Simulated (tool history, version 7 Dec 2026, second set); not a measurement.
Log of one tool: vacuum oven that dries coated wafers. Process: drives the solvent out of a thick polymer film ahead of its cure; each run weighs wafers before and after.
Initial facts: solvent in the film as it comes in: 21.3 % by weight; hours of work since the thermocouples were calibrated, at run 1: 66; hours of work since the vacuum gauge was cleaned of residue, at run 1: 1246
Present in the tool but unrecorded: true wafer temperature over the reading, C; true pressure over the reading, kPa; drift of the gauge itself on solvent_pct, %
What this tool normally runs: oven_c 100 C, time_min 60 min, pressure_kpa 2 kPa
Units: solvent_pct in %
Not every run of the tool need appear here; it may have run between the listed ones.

run,hour,oven_c,time_min,pressure_kpa,hours of work since the thermocouples were calibrated,hours of work since the vacuum gauge was cleaned of residue,solvent_pct
1,0,100,60,2,66,1246,3.01
2,64.4,100,78,2,94,1274,2.24
3,185.9,100,78,2,146,1326,2.22
4,307.8,100,37,2,198,1379,5.22
5,403.9,100,60,2,240,1420,3.02
6,508.2,100,60,2,285,1465,3.04
7,633.5,100,60,2,339,1519,2.99
8,736.7,100,60,1.08,383,1563,2.46
9,864.4,100,60,1.08,438,1618,2.43
10,942.8,100,60,1.08,472,1652,2.44
11,1025,100,60,5.35,508,1688,5.02
12,1096.9,100,60,4.07,539,1719,4.21
13,1159.3,100,60,4.07,565,1746,4.19
14,1268.6,100,60,4.07,613,1793,4.22
# hour 1332: vacuum gauge cleaned of residue and calibrated
15,1332.6,105,60,2,640,0,1.92
16,1427.7,105,93,2,680,41,1.24
17,1559.9,100,60,2,738,98,2.74
18,1689,100,60,2,793,154,2.75
19,1758.1,100,60,2,823,184,2.72
20,1821,100,60,3.49,850,211,3.63
21,1928.9,100,60,3.49,897,257,3.59
22,2040.8,100,60,3.49,945,305,3.61
23,2128.7,100,60,3.49,983,343,3.63
# hour 2173.4: oven's thermocouples calibrated
24,2197.2,100,60,3.49,10,372,3.69
25,2292,89,60,1.63,51,413,5.26
26,2369.5,89,60,1.63,84,446,5.25
27,2500.5,100,80,1.31,141,503,1.57
28,2573.6,100,80,1.31,172,534,1.57
29,2629.1,107,32,7.27,196,558,6.17
30,2691.8,98,78,7.27,223,585,5.82
31,2816.6,90,78,1.27,277,639,3.39
32,2943.6,92,60,5.07,332,694,6.88
33,3013.7,93,90,2.54,362,724,3.24
34,3114.5,100,60,1.09,406,767,2.21
35,3238.5,90,85,1.95,459,821,3.58
36,3337.3,100,60,7.79,502,863,6.17
37,3411.9,100,74,2,534,896,2.14
38,3532.6,100,74,2,586,948,2.14
39,3615.2,112,53,3.69,621,983,2.06
40,3737.5,109,93,4.66,674,1036,2.31
41,3791.2,88,61,2,697,1059,5.63
42,3896.7,100,103,2.15,743,1104,1.72
43,3990.5,100,60,5.51,783,1145,4.77
44,4088.2,100,36,2,825,1187,4.94
45,4218.5,106,39,1.73,881,1243,3.03
46,4352,106,39,1.73,939,1301,3
47,4481.9,95,60,3.55,995,1357,4.78
# hour 4497.3: oven's thermocouples calibrated
48,4605.8,100,60,3.33,47,1409,3.95

Consider 3 possible next runs. They are alternatives, not a sequence: every one starts from the tool as it was left by run 48. What does each give?
A,4704.9,99,49,3.32,89,1452,?
B,4704.9,113,30,2,89,1452,?
C,4704.9,94,38,3.33,89,1452,?

run,solvent_pct
A,5.01
B,3.24
C,7.82
With the hidden condition removed and each run's random variation left untouched, the same runs would have given:
run,solvent_pct
A,4.7
B,3.03
C,7.49
